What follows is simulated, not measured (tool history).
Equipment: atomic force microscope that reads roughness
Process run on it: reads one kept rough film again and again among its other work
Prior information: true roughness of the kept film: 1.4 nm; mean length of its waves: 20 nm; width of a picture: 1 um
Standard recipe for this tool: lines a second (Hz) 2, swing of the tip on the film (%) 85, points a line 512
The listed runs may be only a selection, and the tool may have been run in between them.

run,hour,lines a second (Hz),swing of the tip on the film (%),points a line,roughness of the kept film (nm (root mean square))
1,0,2,85,512,1.049
2,5.2,2,85,512,1.039
3,15,2,85,512,1.046
4,25.2,2,85,512,1.029
5,31.6,2,85,512,1.011
6,40.3,2,85,512,1.008
7,45.4,2,88,512,0.989
8,55.1,2,88,512,0.973
9,64.8,2,85,303,0.971
10,69.9,2,85,512,0.971
11,78,2,85,512,0.988
12,84.1,2,85,512,0.975
13,88.6,2,74,512,1.034
14,95,2,74,512,1.019
15,100,2,85,512,0.96
16,109.1,2,85,512,0.946
17,119.4,2,85,512,0.951
# hour 121.4: height scale calibrated on a step standard
18,129.1,2,85,512,0.944
19,134.6,2,85,512,0.94
20,140.7,2,85,512,0.942
21,150.4,2.73,85,512,0.882
# hour 154.4: new tip fitted
22,160.5,2,85,512,1.111
23,170.1,2,85,512,1.117
24,180.6,2,85,512,1.088
# hour 187.9: height scale calibrated on a step standard, once more
25,192.4,2,85,284,1.059
26,200.9,2,69,512,1.157
27,208.7,2,69,512,1.155
28,218.1,2,69,512,1.143
29,225.8,1.24,90,416,1.079
30,233.7,1.1,78,792,1.139
31,240.7,1.1,65,835,1.176
32,247.3,1.1,62,729,1.171
33,255,1.1,62,729,1.169
34,262.3,1.1,62,729,1.17
35,269.4,0.69,86,433,1.108
36,279.2,0.69,86,433,1.091
37,287.6,2.15,76,512,1.04
38,295.5,2.15,76,512,1.046
39,305.3,2,85,611,0.979
40,310.2,1.05,64,469,1.092
41,318.5,1.05,64,469,1.09
42,326.5,2.47,64,281,1.029
43,331.2,2.47,74,281,0.986
44,335.8,2.02,79,374,0.988
45,346.8,1.69,57,901,1.081
46,351.8,1.69,57,901,1.091
47,360.5,3.09,64,512,0.995
# hour 368.2: new tip fitted
48,371,1.49,89,258,1.1
49,380.1,1.93,80,730,1.144
50,390,1.93,80,730,1.133
51,400.1,1.05,89,573,1.148
52,406.7,3.22,77,537,1.056
53,412.2,3.22,77,537,1.069

For some of the steps in roughness of the kept film (nm (root mean square)) from one run to the next: how much would appear even if the tool had no hidden state, given the settings, what came in and random variation, and how much remains for the hidden state plus any gauge scatter that the measured result and the result without hidden state don't share?
The hidden state here: radius of the tip, nm; height scale over the true one, %; drift of the gauge itself on roughness_nm, %.
Run 21 -> 22: lines a second (Hz) 2.73 -> 2, new tip fitted. roughness of the kept film (nm (root mean square)) +0.229: hidden state +0.174, all else +0.055.
Run 39 -> 40: lines a second (Hz) 2 -> 1.05, swing of the tip on the film (%) 85 -> 64, points a line 611 -> 469. roughness of the kept film (nm (root mean square)) +0.113: hidden state -0.022, all else +0.135.
Run 44 -> 45: lines a second (Hz) 2.02 -> 1.69, swing of the tip on the film (%) 79 -> 57, points a line 374 -> 901. roughness of the kept film (nm (root mean square)) +0.093: hidden state -0.028, all else +0.121.
Run 47 -> 48: lines a second (Hz) 3.09 -> 1.49, swing of the tip on the film (%) 64 -> 89, points a line 512 -> 258, new tip fitted. roughness of the kept film (nm (root mean square)) +0.105: hidden state +0.184, all else -0.079.
